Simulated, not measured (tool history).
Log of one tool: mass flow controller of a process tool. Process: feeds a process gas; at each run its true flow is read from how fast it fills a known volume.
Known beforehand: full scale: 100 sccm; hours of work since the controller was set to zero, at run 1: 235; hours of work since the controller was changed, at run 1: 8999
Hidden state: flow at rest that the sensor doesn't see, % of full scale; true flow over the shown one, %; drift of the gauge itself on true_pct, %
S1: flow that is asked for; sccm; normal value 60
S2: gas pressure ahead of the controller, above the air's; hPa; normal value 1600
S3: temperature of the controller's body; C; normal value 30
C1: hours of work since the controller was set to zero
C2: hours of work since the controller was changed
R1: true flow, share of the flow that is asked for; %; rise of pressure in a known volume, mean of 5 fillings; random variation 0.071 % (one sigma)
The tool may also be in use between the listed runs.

run,day,S1,S2,S3,C1,C2,R1
1,0.000,60,1600,30,235,8999,100.64
2,15.675,60,1600,30,402,9166,100.87
# day 22.946: controller exchanged for a calibrated one
3,28.400,60,1600,30,58,58,99.54
4,46.067,86,1600,30,246,246,99.98
5,58.267,86,1600,30,376,376,99.87
6,71.017,60,1600,30,512,512,99.56
7,90.025,60,1600,25,715,715,99.26
8,100.721,60,1600,25,829,829,99.24
9,121.025,60,1600,25,1045,1045,99.28
10,138.271,60,1600,30,1229,1229,99.72
11,154.288,60,1600,30,1399,1399,99.45
12,171.325,60,1600,27,1581,1581,99.44
13,192.688,60,1600,27,1808,1808,99.36
14,211.475,60,1600,30,2008,2008,99.57
15,224.517,60,1600,30,2147,2147,99.61
16,237.167,60,1600,30,2282,2282,99.60
17,246.267,60,1600,30,2379,2379,99.47
18,264.212,60,1600,30,2570,2570,99.50
19,277.317,60,1600,30,2710,2710,99.57
20,296.908,60,1600,30,2919,2919,99.57
21,306.004,60,1600,30,3016,3016,99.58
22,323.367,60,2140,21,3201,3201,99.30
23,339.938,33,2030,30,3377,3377,98.97
# day 341.942: controller's zero set anew
24,353.246,51,1850,34,120,3519,99.39
25,364.708,34,1840,21,243,3641,97.61
# day 380.496: controller's zero set anew, once more
26,380.496,34,1840,21,0,3809,99.27
27,389.317,60,1680,34,94,3903,100.52
28,409.912,60,2360,23,313,4122,99.95
29,426.312,60,2360,20,488,4297,99.82
30,443.033,16,1420,20,666,4475,98.46
31,455.525,60,1820,25,799,4608,99.88
32,471.350,66,1830,25,968,4777,100.05
33,485.692,60,1590,25,1121,4929,99.74
34,494.883,60,1590,25,1219,5027,99.83
35,505.312,20,1600,22,1330,5138,98.58
36,518.908,63,1550,25,1475,5283,99.69
37,534.688,29,1480,35,1643,5451,99.57
38,551.725,29,1480,35,1824,5633,99.55
39,572.338,29,1480,20,2044,5853,98.48
40,593.746,29,1710,20,2272,6081,98.63
41,607.258,31,1700,29,2416,6225,99.37
42,617.579,30,2400,36,2526,6334,100.13

Entry by entry between the runs, the difference in hidden state between the last listed run before and the first listed run after:
Run 2 -> run 3: controller exchanged for a calibrated one (day 22.946)
  flow at rest that the sensor doesn't see, % of full scale: -0.036 -> -0.071; true flow over the shown one, %: 1.14 -> 0.04
  the result without the hidden state subtracted from the measured one, R1: +1.08 -> -0.08 %
Run 23 -> run 24: controller's zero set anew (day 341.942)
  flow at rest that the sensor doesn't see, % of full scale: -0.325 -> -0.548; true flow over the shown one, %: 0.44 -> 0.46
  the result without the hidden state subtracted from the measured one, R1: -0.54 -> -0.61 %
Run 25 -> run 26: controller's zero set anew, once more (day 380.496)
  flow at rest that the sensor doesn't see, % of full scale: -0.557 -> -0.043; true flow over the shown one, %: 0.47 -> 0.49
  the result without the hidden state subtracted from the measured one, R1: -1.17 -> +0.36 %

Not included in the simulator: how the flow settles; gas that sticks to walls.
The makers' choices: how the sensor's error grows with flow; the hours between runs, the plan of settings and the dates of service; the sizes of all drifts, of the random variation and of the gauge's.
